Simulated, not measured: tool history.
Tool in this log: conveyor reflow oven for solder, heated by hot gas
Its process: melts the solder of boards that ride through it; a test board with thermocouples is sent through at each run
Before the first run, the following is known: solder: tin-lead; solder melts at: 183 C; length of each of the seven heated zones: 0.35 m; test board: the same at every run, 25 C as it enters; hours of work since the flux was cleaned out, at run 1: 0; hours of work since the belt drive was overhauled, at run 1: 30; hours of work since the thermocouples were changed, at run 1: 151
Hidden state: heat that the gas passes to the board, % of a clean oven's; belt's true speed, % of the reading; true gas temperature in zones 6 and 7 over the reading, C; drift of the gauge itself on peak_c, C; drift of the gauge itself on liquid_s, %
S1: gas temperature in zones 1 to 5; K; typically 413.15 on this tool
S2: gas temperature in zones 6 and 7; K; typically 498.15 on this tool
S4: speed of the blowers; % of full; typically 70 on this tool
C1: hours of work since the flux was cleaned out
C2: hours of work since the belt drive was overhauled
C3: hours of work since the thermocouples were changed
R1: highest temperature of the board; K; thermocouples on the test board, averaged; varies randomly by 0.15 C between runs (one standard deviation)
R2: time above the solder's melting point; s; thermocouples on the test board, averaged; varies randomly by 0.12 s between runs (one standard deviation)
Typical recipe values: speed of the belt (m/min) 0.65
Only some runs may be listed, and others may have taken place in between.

Run 1, hour 0: usual settings; C1 0; C2 30; C3 151. Result: R1 482.45 K, R2 43.2 s.
Run 2, hour 8: usual settings; C1 6; C2 36; C3 157. Result: R1 482.75 K, R2 43.2 s.
Run 3, hour 15.7: usual settings; C1 12; C2 41; C3 163. Result: R1 482.65 K, R2 43.1 s.
Run 4, hour 23.8: usual settings; C1 18; C2 47; C3 169. Result: R1 482.25 K, R2 43.3 s.
Run 5, hour 32.1: usual settings; C1 24; C2 53; C3 175. Result: R1 482.35 K, R2 43.2 s.
Run 6, hour 39.8: usual settings but S2 506.15 K; C1 29; C2 59; C3 180. Result: R1 489.35 K, R2 48.4 s.
Run 7, hour 50.4: usual settings; C1 37; C2 67; C3 188. Result: R1 482.15 K, R2 43.2 s.
Run 8, hour 63.8: usual settings; C1 47; C2 77; C3 198. Result: R1 482.25 K, R2 43 s.
Run 9, hour 77.3: usual settings but S1 399.15 K, speed of the belt (m/min) 0.536; C1 57; C2 87; C3 208. Result: R1 485.55 K, R2 52.3 s.
At hour 83.3: flux residue cleaned out of gas plates and filters.
Run 10, hour 90.6: usual settings but S1 399.15 K, speed of the belt (m/min) 0.536; C1 5; C2 93; C3 214. Result: R1 485.25 K, R2 52 s.
Run 11, hour 102.7: usual settings but speed of the belt (m/min) 0.697; C1 14; C2 102; C3 223. Result: R1 480.15 K, R2 37.8 s.

Expected results for the next run?
Run 12, hour 110.8: usual settings but speed of the belt (m/min) 0.697; C1 20; C2 108; C3 229. Result: R1 ?, R2 ?.

R1: 479.85 K
R2: 37.5 s
On a tool with no hidden condition, and with the same random variation, this run would have come out at R1 480.85 K, R2 38.4 s.
